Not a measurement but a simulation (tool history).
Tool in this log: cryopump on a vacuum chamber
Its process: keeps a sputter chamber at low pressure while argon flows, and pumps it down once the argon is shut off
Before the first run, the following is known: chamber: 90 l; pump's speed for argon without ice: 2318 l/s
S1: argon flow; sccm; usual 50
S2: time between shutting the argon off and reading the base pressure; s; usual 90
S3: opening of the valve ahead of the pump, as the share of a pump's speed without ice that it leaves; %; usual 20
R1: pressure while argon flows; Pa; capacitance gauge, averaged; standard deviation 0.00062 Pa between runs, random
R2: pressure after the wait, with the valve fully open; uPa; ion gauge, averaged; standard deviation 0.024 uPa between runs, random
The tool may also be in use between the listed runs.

Run 1, hour 0: usual settings. Result: R1 0.1852 Pa, R2 1.88 uPa.
Run 2, hour 8: usual settings. Result: R1 0.1849 Pa, R2 1.83 uPa.
Run 3, hour 17.2: usual settings. Result: R1 0.1849 Pa, R2 1.81 uPa.
Run 4, hour 27.2: usual settings. Result: R1 0.1851 Pa, R2 1.86 uPa.
Run 5, hour 37.6: usual settings. Result: R1 0.1843 Pa, R2 1.83 uPa.
Run 6, hour 46.7: usual settings but S1 39 sccm. Result: R1 0.1456 Pa, R2 1.9 uPa.
Run 7, hour 57.3: usual settings but S1 39 sccm, S2 62 s. Result: R1 0.1453 Pa, R2 2.23 uPa.
Run 8, hour 65.8: usual settings. Result: R1 0.186 Pa, R2 1.91 uPa.
Run 9, hour 79.6: usual settings. Result: R1 0.1868 Pa, R2 1.88 uPa.
Run 10, hour 87.1: usual settings but S2 145 s. Result: R1 0.1862 Pa, R2 1.62 uPa.
Run 11, hour 97.3: usual settings. Result: R1 0.1854 Pa, R2 1.89 uPa.
Run 12, hour 106.1: usual settings. Result: R1 0.186 Pa, R2 1.94 uPa.
Run 13, hour 114.3: usual settings. Result: R1 0.1866 Pa, R2 1.91 uPa.
Run 14, hour 129: usual settings. Result: R1 0.1869 Pa, R2 1.93 uPa.
Run 15, hour 136: usual settings. Result: R1 0.1867 Pa, R2 1.89 uPa.
Run 16, hour 151.6: usual settings. Result: R1 0.1872 Pa, R2 1.99 uPa.
Run 17, hour 160.4: usual settings. Result: R1 0.1875 Pa, R2 1.92 uPa.
Run 18, hour 168.4: usual settings. Result: R1 0.1874 Pa, R2 2.01 uPa.
Run 19, hour 183.3: usual settings but S1 46 sccm, S2 143 s, S3 23 %. Result: R1 0.1508 Pa, R2 1.69 uPa.
Run 20, hour 195.8: usual settings but S1 46 sccm, S2 143 s, S3 35 %. Result: R1 0.1019 Pa, R2 1.73 uPa.
Run 21, hour 210.2: usual settings but S1 40 sccm, S2 114 s, S3 19 %. Result: R1 0.1577 Pa, R2 1.88 uPa.
Run 22, hour 218.8: usual settings but S1 40 sccm, S2 114 s, S3 19 %. Result: R1 0.1586 Pa, R2 1.86 uPa.
Run 23, hour 232.5: usual settings but S1 86 sccm, S2 275 s, S3 19 %. Result: R1 0.3417 Pa, R2 1.59 uPa.
Run 24, hour 245.4: usual settings but S1 86 sccm, S2 275 s, S3 19 %. Result: R1 0.3397 Pa, R2 1.6 uPa.
Run 25, hour 257.6: usual settings but S1 43 sccm, S2 22 s, S3 19 %. Result: R1 0.1714 Pa, R2 4.05 uPa.
Run 26, hour 265: usual settings but S1 55 sccm, S3 40 %. Result: R1 0.1074 Pa, R2 2.06 uPa.
Run 27, hour 279: usual settings but S1 55 sccm, S2 149 s, S3 48 %. Result: R1 0.0911 Pa, R2 1.81 uPa.
Run 28, hour 290.5: usual settings but S1 22 sccm, S2 102 s, S3 19 %. Result: R1 0.0875 Pa, R2 1.98 uPa.
Run 29, hour 299.9: usual settings but S1 26 sccm, S2 50 s, S3 57 %. Result: R1 0.0374 Pa, R2 2.61 uPa.
Run 30, hour 308.6: usual settings but S1 26 sccm, S2 50 s, S3 57 %. Result: R1 0.0374 Pa, R2 2.64 uPa.
At hour 326.1: pump warmed up, emptied and cooled again.
Run 31, hour 328.3: usual settings but S1 26 sccm, S2 50 s, S3 57 %. Result: R1 0.0334 Pa, R2 2.39 uPa.
Run 32, hour 340.9: usual settings but S1 26 sccm, S2 50 s, S3 57 %. Result: R1 0.0339 Pa, R2 2.45 uPa.
Run 33, hour 355: usual settings but S1 26 sccm, S2 50 s, S3 57 %. Result: R1 0.0334 Pa, R2 2.43 uPa.

Branching from run 33: 4 alternative next runs. What would each branch give?
Run A, hour 363.2: usual settings but S1 46 sccm, S2 50 s, S3 27 %. Result: R1 ?, R2 ?.
Run B, hour 363.2: usual settings but S1 76 sccm, S2 71 s. Result: R1 ?, R2 ?.
Run C, hour 363.2: usual settings but S1 26 sccm, S2 72 s, S3 39 %. Result: R1 ?, R2 ?.
Run D, hour 363.2: usual settings but S1 24 sccm, S2 50 s, S3 57 %. Result: R1 ?, R2 ?.

run      R1    R2
  A  0.1245  2.44
  B  0.2789  2.05
  C  0.0492  2.05
  D   0.031  2.49
Had the tool no hidden state, the same runs would have come out as:
run      R1    R2
  A  0.1237  1.35
  B  0.2776  0.99
  C  0.0488  0.98
  D  0.0306   1.4
